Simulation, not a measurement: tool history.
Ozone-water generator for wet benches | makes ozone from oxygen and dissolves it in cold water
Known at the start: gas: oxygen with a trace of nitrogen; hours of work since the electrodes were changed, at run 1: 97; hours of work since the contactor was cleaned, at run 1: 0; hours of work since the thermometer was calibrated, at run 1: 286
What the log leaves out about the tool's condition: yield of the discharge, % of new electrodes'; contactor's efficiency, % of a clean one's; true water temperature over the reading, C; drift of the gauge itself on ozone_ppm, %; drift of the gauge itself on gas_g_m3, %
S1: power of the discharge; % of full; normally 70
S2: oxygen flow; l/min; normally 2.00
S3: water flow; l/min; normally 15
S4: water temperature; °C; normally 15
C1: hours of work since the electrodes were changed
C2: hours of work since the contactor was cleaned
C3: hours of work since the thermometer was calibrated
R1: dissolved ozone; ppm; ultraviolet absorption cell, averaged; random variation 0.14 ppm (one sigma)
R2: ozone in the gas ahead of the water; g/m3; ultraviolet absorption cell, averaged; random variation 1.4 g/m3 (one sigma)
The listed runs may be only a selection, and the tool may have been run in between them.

run,day,S1,S2,S3,S4,C1,C2,C3,R1,R2
1,0.000,70,2.00,15,15,97,0,286,17.5,257.6
2,1.317,70,2.00,15,15,121,24,310,17.7,257.1
3,3.292,70,2.00,15,15,157,60,346,17.4,259.4
4,4.408,70,2.00,15,15,177,80,366,17.3,258.2
5,6.004,70,2.00,15,15,206,109,395,17.7,257.0
6,6.879,70,2.00,15,15,222,125,411,17.2,258.0
7,8.929,70,2.00,12,15,259,162,448,21.6,256.5
8,9.958,70,2.00,15,15,278,181,467,17.3,254.5
9,11.271,70,2.00,15,15,302,204,491,17.7,257.1
10,12.196,70,2.00,15,15,319,221,508,17.4,256.3
11,14.250,70,3.36,15,15,356,259,545,20.7,216.2
12,15.404,70,3.16,15,15,377,279,566,20.5,219.5
13,16.921,70,1.14,15,15,404,307,593,13.3,305.4
14,18.971,45,1.46,15,15,441,344,630,11.9,223.4
15,20.542,47,1.34,15,15,470,373,659,11.7,235.5
16,21.479,70,2.00,14,15,487,390,676,18.5,254.2
17,23.450,70,2.00,14,15,523,425,712,18.3,254.2
18,24.400,97,2.00,10,15,540,443,729,29.8,302.9
19,26.150,62,3.09,10,11,572,474,761,28.0,208.2
20,28.058,62,3.09,10,11,606,509,795,27.8,206.6
21,30.112,76,3.09,10,20,644,546,833,26.9,229.0
22,31.638,44,2.02,11,10,671,574,860,19.0,198.5
23,32.962,44,2.02,18,12,695,598,884,11.3,196.4
24,35.021,63,2.07,10,17,733,635,922,23.3,237.4
25,35.942,63,2.07,10,17,749,652,938,23.2,237.8

What if the next run were any one of these 4? Each begins from the tool's condition after run 25:
A,36.846,63,2.07,14,21,766,668,955,?,?
B,36.846,56,1.19,15,15,766,668,955,?,?
C,36.846,57,2.00,14,12,766,668,955,?,?
D,36.846,70,2.00,15,20,766,668,955,?,?

run,R1,R2
A,16.4,235.1
B,12.3,264.4
C,16.9,225.5
D,16.4,251.5
With the hidden condition removed and each run's random variation left untouched, the same runs would have given:
run,R1,R2
A,16.8,239.1
B,12.6,268.6
C,17.3,229.1
D,16.8,256.0

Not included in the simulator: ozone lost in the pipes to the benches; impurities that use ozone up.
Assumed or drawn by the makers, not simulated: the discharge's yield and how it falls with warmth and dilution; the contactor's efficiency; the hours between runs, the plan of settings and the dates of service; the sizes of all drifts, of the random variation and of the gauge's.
